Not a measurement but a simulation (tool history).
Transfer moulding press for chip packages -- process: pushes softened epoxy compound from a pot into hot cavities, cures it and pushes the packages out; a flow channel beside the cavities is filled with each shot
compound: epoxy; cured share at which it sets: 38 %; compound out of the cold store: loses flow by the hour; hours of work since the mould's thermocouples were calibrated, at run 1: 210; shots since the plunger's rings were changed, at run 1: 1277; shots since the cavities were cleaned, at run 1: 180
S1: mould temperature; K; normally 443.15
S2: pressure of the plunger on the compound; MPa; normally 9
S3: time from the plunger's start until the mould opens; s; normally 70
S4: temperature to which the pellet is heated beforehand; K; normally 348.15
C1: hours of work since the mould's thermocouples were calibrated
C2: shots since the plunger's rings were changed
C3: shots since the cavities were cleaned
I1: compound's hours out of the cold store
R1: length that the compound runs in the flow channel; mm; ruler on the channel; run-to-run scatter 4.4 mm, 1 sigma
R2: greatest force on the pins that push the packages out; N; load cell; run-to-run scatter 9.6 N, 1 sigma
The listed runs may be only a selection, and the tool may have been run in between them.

run 1 hour=0 | S1=443.15 S2=9 S3=70 S4=348.15 | C1=210 C2=1277 C3=180 | I1=27.8 | R1=872 R2=487
-- hour=23.7 cavities cleaned with cleaning compound and waxed
run 2 hour=49.2 | S1=443.15 S2=9 S3=70 S4=348.15 | C1=245 C2=2104 C3=442 | I1=25.2 | R1=876 R2=548
-- hour=60.3 cavities cleaned with cleaning compound and waxed
run 3 hour=80.7 | S1=443.15 S2=9 S3=70 S4=348.15 | C1=268 C2=2623 C3=354 | I1=39.5 | R1=800 R2=509
-- hour=98.4 cavities cleaned with cleaning compound and waxed
run 4 hour=125.7 | S1=443.15 S2=9 S3=70 S4=348.15 | C1=301 C2=3376 C3=472 | I1=44.1 | R1=775 R2=542
-- hour=132.9 cavities cleaned with cleaning compound and waxed
-- hour=168.8 cavities cleaned with cleaning compound and waxed
-- hour=181.4 plunger's sealing rings changed
run 5 hour=186.8 | S1=443.15 S2=9 S3=96 S4=348.15 | C1=342 C2=94 C3=269 | I1=47 | R1=780 R2=456
-- hour=206.5 cavities cleaned with cleaning compound and waxed
-- hour=243.7 mould's thermocouples calibrated
-- hour=245.2 cavities cleaned with cleaning compound and waxed
run 6 hour=246.6 | S1=443.15 S2=9 S3=70 S4=348.15 | C1=1 C2=1043 C3=23 | I1=19.4 | R1=913 R2=451
-- hour=284.1 cavities cleaned with cleaning compound and waxed
run 7 hour=296.4 | S1=443.15 S2=9 S3=70 S4=348.15 | C1=37 C2=1880 C3=213 | I1=29 | R1=856 R2=502
-- hour=322.2 cavities cleaned with cleaning compound and waxed
run 8 hour=328.6 | S1=443.15 S2=9 S3=70 S4=348.15 | C1=60 C2=2411 C3=110 | I1=14.9 | R1=926 R2=471
-- hour=355.5 cavities cleaned with cleaning compound and waxed
-- hour=390.2 cavities cleaned with cleaning compound and waxed
run 9 hour=391.8 | S1=443.15 S2=9 S3=70 S4=348.15 | C1=105 C2=3454 C3=28 | I1=37.8 | R1=798 R2=434
-- hour=427.3 cavities cleaned with cleaning compound and waxed
-- hour=441.7 plunger's sealing rings changed
run 10 hour=459 | S1=443.15 S2=9 S3=70 S4=348.15 | C1=153 C2=298 C3=504 | I1=15.6 | R1=935 R2=556
-- hour=463.3 cavities cleaned with cleaning compound and waxed
-- hour=499.7 cavities cleaned with cleaning compound and waxed
run 11 hour=499.7 | S1=443.15 S2=9 S3=70 S4=348.15 | C1=181 C2=952 C3=0 | I1=27.2 | R1=864 R2=440
-- hour=536.2 cavities cleaned with cleaning compound and waxed
run 12 hour=566.7 | S1=443.15 S2=7.72 S3=70 S4=348.15 | C1=230 C2=2086 C3=528 | I1=27.6 | R1=798 R2=547
-- hour=572 cavities cleaned with cleaning compound and waxed
-- hour=605.3 cavities cleaned with cleaning compound and waxed
run 13 hour=629.6 | S1=443.15 S2=7.72 S3=70 S4=348.15 | C1=275 C2=3124 C3=422 | I1=46.2 | R1=705 R2=517
-- hour=642.1 cavities cleaned with cleaning compound and waxed
-- hour=675.7 cavities cleaned with cleaning compound and waxed
run 14 hour=679.2 | S1=443.15 S2=8.16 S3=70 S4=348.15 | C1=310 C2=3931 C3=60 | I1=46.6 | R1=721 R2=465
-- hour=699.5 plunger's sealing rings changed
-- hour=716.2 cavities cleaned with cleaning compound and waxed
run 15 hour=737.5 | S1=443.15 S2=8.83 S3=94 S4=348.15 | C1=351 C2=632 C3=370 | I1=34.8 | R1=824 R2=451
-- hour=753.6 cavities cleaned with cleaning compound and waxed
run 16 hour=777.6 | S1=443.15 S2=10 S3=55 S4=339.15 | C1=380 C2=1301 C3=416 | I1=25.6 | R1=931 R2=795
-- hour=785.6 mould's thermocouples calibrated
-- hour=792 cavities cleaned with cleaning compound and waxed
-- hour=827.7 cavities cleaned with cleaning compound and waxed
run 17 hour=832.4 | S1=443.15 S2=10 S3=55 S4=339.15 | C1=33 C2=2164 C3=82 | I1=28.4 | R1=898 R2=678
-- hour=861 cavities cleaned with cleaning compound and waxed
run 18 hour=866.1 | S1=443.15 S2=9.8 S3=55 S4=353.15 | C1=57 C2=2721 C3=88 | I1=47.9 | R1=790 R2=612
-- hour=899.3 cavities cleaned with cleaning compound and waxed
run 19 hour=926.8 | S1=443.15 S2=9.8 S3=55 S4=353.15 | C1=101 C2=3746 C3=477 | I1=35.2 | R1=849 R2=776
-- hour=934 cavities cleaned with cleaning compound and waxed
-- hour=958.4 plunger's sealing rings changed
-- hour=970.1 cavities cleaned with cleaning compound and waxed
run 20 hour=975.4 | S1=443.15 S2=7.39 S3=55 S4=356.15 | C1=134 C2=268 C3=90 | I1=27.3 | R1=782 R2=635
-- hour=1003.7 cavities cleaned with cleaning compound and waxed
run 21 hour=1003.7 | S1=443.15 S2=7.61 S3=55 S4=356.15 | C1=154 C2=732 C3=0 | I1=33.8 | R1=770 R2=606
-- hour=1037 cavities cleaned with cleaning compound and waxed
run 22 hour=1062.3 | S1=443.15 S2=7.61 S3=55 S4=356.15 | C1=197 C2=1722 C3=438 | I1=12.1 | R1=870 R2=813
-- hour=1071.6 cavities cleaned with cleaning compound and waxed
-- hour=1104.9 cavities cleaned with cleaning compound and waxed
run 23 hour=1104.9 | S1=443.15 S2=7.6 S3=90 S4=348.15 | C1=226 C2=2407 C3=0 | I1=23.3 | R1=804 R2=386
-- hour=1141.9 cavities cleaned with cleaning compound and waxed
run 24 hour=1146.8 | S1=443.15 S2=7.6 S3=97 S4=348.15 | C1=257 C2=3107 C3=85 | I1=29.9 | R1=769 R2=419

3 ways to go on from here, each from the tool as it stands after run 24. What would each give?
-- hour=1175.1 cavities cleaned with cleaning compound and waxed
-- hour=1210.9 cavities cleaned with cleaning compound and waxed
run A hour=1210.9 | S1=445.15 S2=7.51 S3=71 S4=348.15 | C1=302 C2=4165 C3=0 | I1=13.4 | R1=? R2=?
-- hour=1175.1 cavities cleaned with cleaning compound and waxed
-- hour=1210.9 cavities cleaned with cleaning compound and waxed
run B hour=1210.9 | S1=436.15 S2=7.6 S3=97 S4=348.15 | C1=302 C2=4165 C3=0 | I1=34.3 | R1=? R2=?
-- hour=1175.1 cavities cleaned with cleaning compound and waxed
-- hour=1210.9 cavities cleaned with cleaning compound and waxed
run C hour=1210.9 | S1=443.15 S2=6.93 S3=50 S4=348.15 | C1=302 C2=4165 C3=0 | I1=14.9 | R1=? R2=?

run=A R1=828 R2=428
run=B R1=756 R2=406
run=C R1=791 R2=867
Take away the tool's hidden state, keep each run's random variation, and the runs would have read:
run=A R1=862 R2=427
run=B R1=787 R2=403
run=C R1=823 R2=903
